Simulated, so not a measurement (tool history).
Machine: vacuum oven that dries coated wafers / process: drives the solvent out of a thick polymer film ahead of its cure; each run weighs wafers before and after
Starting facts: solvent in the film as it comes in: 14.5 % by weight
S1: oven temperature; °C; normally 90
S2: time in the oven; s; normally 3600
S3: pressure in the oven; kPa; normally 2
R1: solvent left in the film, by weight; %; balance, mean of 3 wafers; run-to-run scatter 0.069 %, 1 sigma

{"run": 1, "hour": 0.0, "S1": 90, "S2": 3600, "S3": 2, "R1": 6.18}
{"run": 2, "hour": 30.8, "S1": 90, "S2": 3600, "S3": 2, "R1": 6.08}
{"run": 3, "hour": 92.4, "S1": 90, "S2": 3600, "S3": 2, "R1": 6.07}
{"run": 4, "hour": 122.3, "S1": 90, "S2": 3600, "S3": 2, "R1": 5.98}
{"run": 5, "hour": 148.1, "S1": 90, "S2": 4080, "S3": 2, "R1": 5.68}
{"run": 6, "hour": 203.7, "S1": 90, "S2": 2040, "S3": 2, "R1": 7.78}
{"run": 7, "hour": 265.4, "S1": 90, "S2": 5100, "S3": 2, "R1": 5.25}
{"hour": 270.6, "done": "oven's thermocouples calibrated"}
{"run": 8, "hour": 302.9, "S1": 86, "S2": 5580, "S3": 5.5, "R1": 12.67}
{"run": 9, "hour": 330.4, "S1": 86, "S2": 5580, "S3": 5.5, "R1": 12.69}
{"hour": 372.7, "done": "oven's thermocouples calibrated, once more"}
{"run": 10, "hour": 388.4, "S1": 86, "S2": 5040, "S3": 2.66, "R1": 6.97}
{"run": 11, "hour": 438.8, "S1": 86, "S2": 5040, "S3": 2.66, "R1": 6.86}
{"run": 12, "hour": 490.7, "S1": 94, "S2": 3360, "S3": 4.47, "R1": 7.48}
{"run": 13, "hour": 536.1, "S1": 94, "S2": 3360, "S3": 4.47, "R1": 7.5}

5 options for the next run, each taken on its own from the tool as it stands now. Forecast them:
{"run": "A", "hour": 598.8, "S1": 101, "S2": 5760, "S3": 2, "R1": "?"}
{"run": "B", "hour": 598.8, "S1": 81, "S2": 3600, "S3": 2, "R1": "?"}
{"run": "C", "hour": 598.8, "S1": 98, "S2": 3360, "S3": 1.08, "R1": "?"}
{"run": "D", "hour": 598.8, "S1": 94, "S2": 4380, "S3": 6.25, "R1": "?"}
{"run": "E", "hour": 598.8, "S1": 94, "S2": 4680, "S3": 5.94, "R1": "?"}

run=A R1=2.73
run=B R1=8.66
run=C R1=2.62
run=D R1=9.3
run=E R1=8.88
With no hidden state in the tool, these same runs would have given:
run=A R1=2.06
run=B R1=7.75
run=C R1=1.94
run=D R1=8.54
run=E R1=8.11

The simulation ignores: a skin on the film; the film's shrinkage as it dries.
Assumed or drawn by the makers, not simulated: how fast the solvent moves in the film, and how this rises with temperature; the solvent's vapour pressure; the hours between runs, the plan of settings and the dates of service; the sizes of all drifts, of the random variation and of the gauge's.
